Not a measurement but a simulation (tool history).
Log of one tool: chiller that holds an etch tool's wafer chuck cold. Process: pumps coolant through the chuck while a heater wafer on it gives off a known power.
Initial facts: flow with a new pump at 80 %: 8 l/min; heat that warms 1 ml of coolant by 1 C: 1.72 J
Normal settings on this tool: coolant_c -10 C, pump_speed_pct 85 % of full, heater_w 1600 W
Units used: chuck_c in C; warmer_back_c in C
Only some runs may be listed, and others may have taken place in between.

| run | day | coolant_c | pump_speed_pct | heater_w | chuck_c | warmer_back_c |
|---|---|---|---|---|---|---|
| 1 | 0 | -10 | 85 | 1600 | 2.4 | 6.51 |
| 2 | 1.796 | -10 | 85 | 1600 | 2.4 | 6.49 |
| 3 | 3.725 | -10 | 85 | 1600 | 2.5 | 6.53 |
| 4 | 5.608 | -10 | 85 | 1600 | 2.4 | 6.54 |
| 5 | 6.879 | -10 | 85 | 1600 | 2.6 | 6.59 |
| 6 | 8.429 | -10 | 84 | 1600 | 2.6 | 6.63 |
| 7 | 10.617 | -10 | 84 | 1600 | 2.6 | 6.69 |
| 8 | 11.942 | -10 | 85 | 869 | -3.1 | 3.56 |
| 9 | 13.796 | -10 | 85 | 869 | -3.3 | 3.51 |
| 10 | 14.746 | -10 | 85 | 869 | -3.2 | 3.55 |
| 11 | 16.175 | -10 | 85 | 869 | -3.4 | 3.56 |
| 12 | 18.025 | -1 | 85 | 869 | 5.5 | 3.56 |
| 13 | 19.112 | -10 | 85 | 1600 | 2.5 | 6.57 |
| 14 | 20.588 | -10 | 85 | 964 | -2.6 | 3.98 |
| 15 | 22.071 | -10 | 85 | 1600 | 2.4 | 6.61 |
| 16 | 23.375 | -10 | 85 | 1600 | 2.4 | 6.56 |
| 17 | 25.538 | -20 | 69 | 1600 | -5.2 | 8.21 |
| 18 | 27.496 | -1 | 69 | 1600 | 13.9 | 8.17 |
| 19 | 28.45 | -10 | 85 | 816 | -3.5 | 3.37 |
| 20 | 29.558 | -15 | 64 | 1374 | -1.4 | 7.52 |
| 21 | 30.775 | -15 | 92 | 1374 | -4.9 | 5.23 |
| 22 | 32.308 | -15 | 92 | 2226 | 1.1 | 8.38 |
| 23 | 34.262 | -15 | 92 | 2226 | 1.3 | 8.41 |
| 24 | 35.646 | -10 | 92 | 2226 | 6.1 | 8.41 |
| 25 | 37.317 | -10 | 92 | 2226 | 6.3 | 8.46 |
| 26 | 39.604 | -10 | 63 | 1600 | 6 | 9 |
| 27 | 41.029 | -10 | 77 | 803 | -3.3 | 3.66 |

Run 28, settings as shown, results not yet in. Your forecast:
| 28 | 42.4 | -3 | 77 | 1600 | ? | ? |

chuck_c: 10.5 C
warmer_back_c: 7.29 C
With no hidden state in the tool, this same run would have given chuck_c 10.5 C, warmer_back_c 7.28 C.
